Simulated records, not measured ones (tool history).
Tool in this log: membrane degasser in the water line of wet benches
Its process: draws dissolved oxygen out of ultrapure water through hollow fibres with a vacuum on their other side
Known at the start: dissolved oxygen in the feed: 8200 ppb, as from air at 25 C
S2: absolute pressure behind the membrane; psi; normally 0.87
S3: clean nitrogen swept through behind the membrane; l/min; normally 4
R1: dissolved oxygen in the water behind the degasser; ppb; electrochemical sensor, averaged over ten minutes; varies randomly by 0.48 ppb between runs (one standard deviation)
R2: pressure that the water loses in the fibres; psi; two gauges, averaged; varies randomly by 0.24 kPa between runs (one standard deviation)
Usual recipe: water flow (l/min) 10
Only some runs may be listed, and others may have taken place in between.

run 1 day=0 | water_flow_(l/min)=10 S2=0.87 S3=4 | R1=37.3 R2=8.826
run 2 day=8.804 | water_flow_(l/min)=10 S2=0.87 S3=4 | R1=36.9 R2=8.831
run 3 day=13.929 | water_flow_(l/min)=10 S2=0.87 S3=4 | R1=36.4 R2=8.808
run 4 day=18.458 | water_flow_(l/min)=10 S2=0.654 S3=4 | R1=27.7 R2=8.881
run 5 day=23.904 | water_flow_(l/min)=10 S2=0.654 S3=4 | R1=28.5 R2=8.878
run 6 day=28.804 | water_flow_(l/min)=10 S2=0.654 S3=4 | R1=27.6 R2=8.847
-- day=35.521 vacuum gauge calibrated
run 7 day=35.704 | water_flow_(l/min)=10 S2=0.654 S3=4 | R1=28.5 R2=8.824
run 8 day=40.321 | water_flow_(l/min)=10 S2=0.654 S3=4 | R1=28.2 R2=8.846
run 9 day=47.175 | water_flow_(l/min)=10 S2=0.87 S3=4 | R1=37.4 R2=8.871
run 10 day=55.638 | water_flow_(l/min)=10 S2=0.87 S3=4 | R1=37.6 R2=8.872
-- day=58.875 seals of the vacuum lines changed
run 11 day=64.671 | water_flow_(l/min)=10 S2=0.87 S3=4 | R1=36.8 R2=8.875
run 12 day=71.154 | water_flow_(l/min)=10 S2=0.87 S3=5.73 | R1=32.2 R2=8.831
run 13 day=81.283 | water_flow_(l/min)=10 S2=0.87 S3=5.73 | R1=32.4 R2=8.849
run 14 day=89.233 | water_flow_(l/min)=10 S2=0.87 S3=5.73 | R1=31.8 R2=8.857
run 15 day=97.133 | water_flow_(l/min)=10 S2=0.87 S3=4 | R1=36.9 R2=8.855
run 16 day=102.108 | water_flow_(l/min)=10 S2=0.87 S3=4 | R1=36.8 R2=8.834
run 17 day=106.267 | water_flow_(l/min)=8 S2=2.017 S3=2.13 | R1=102.4 R2=7.124
run 18 day=112.567 | water_flow_(l/min)=8 S2=2.017 S3=2.13 | R1=104.6 R2=7.113
run 19 day=120.821 | water_flow_(l/min)=8 S2=2.017 S3=2.13 | R1=103.4 R2=7.089
run 20 day=129.708 | water_flow_(l/min)=10 S2=1.775 S3=2.56 | R1=107 R2=8.859
run 21 day=139.079 | water_flow_(l/min)=15 S2=1.143 S3=4 | R1=144.1 R2=13.333
run 22 day=148.992 | water_flow_(l/min)=15 S2=1.143 S3=4 | R1=147.4 R2=13.293
run 23 day=158.958 | water_flow_(l/min)=15 S2=1.143 S3=4 | R1=143.7 R2=13.332
run 24 day=167.046 | water_flow_(l/min)=7 S2=0.706 S3=1.79 | R1=18.9 R2=6.218
run 25 day=173.771 | water_flow_(l/min)=7 S2=0.728 S3=6.35 | R1=8.7 R2=6.173
run 26 day=181.254 | water_flow_(l/min)=7 S2=0.728 S3=6.35 | R1=7.7 R2=6.218
run 27 day=186.125 | water_flow_(l/min)=10 S2=0.728 S3=7.51 | R1=25.4 R2=8.868
run 28 day=196.283 | water_flow_(l/min)=10 S2=0.87 S3=3.2 | R1=42.8 R2=8.799
run 29 day=201.979 | water_flow_(l/min)=8 S2=0.6 S3=1.63 | R1=17.4 R2=7.12
run 30 day=209.967 | water_flow_(l/min)=8 S2=0.6 S3=1.63 | R1=17.3 R2=7.058
run 31 day=217.112 | water_flow_(l/min)=15 S2=1.168 S3=1.65 | R1=207.3 R2=13.312

Here are 3 independent what-if runs from the current tool condition. What would each one return?
run A day=222.554 | water_flow_(l/min)=10 S2=0.786 S3=4 | R1=? R2=?
run B day=222.554 | water_flow_(l/min)=8 S2=1.925 S3=1.65 | R1=? R2=?
run C day=222.554 | water_flow_(l/min)=10 S2=1.3 S3=5.14 | R1=? R2=?

run=A R1=34.5 R2=8.843
run=B R1=127 R2=7.114
run=C R1=47.8 R2=8.884
With no hidden state in the tool, these same runs would have given:
run=A R1=34.3 R2=8.831
run=B R1=126.8 R2=7.105
run=C R1=47.6 R2=8.872

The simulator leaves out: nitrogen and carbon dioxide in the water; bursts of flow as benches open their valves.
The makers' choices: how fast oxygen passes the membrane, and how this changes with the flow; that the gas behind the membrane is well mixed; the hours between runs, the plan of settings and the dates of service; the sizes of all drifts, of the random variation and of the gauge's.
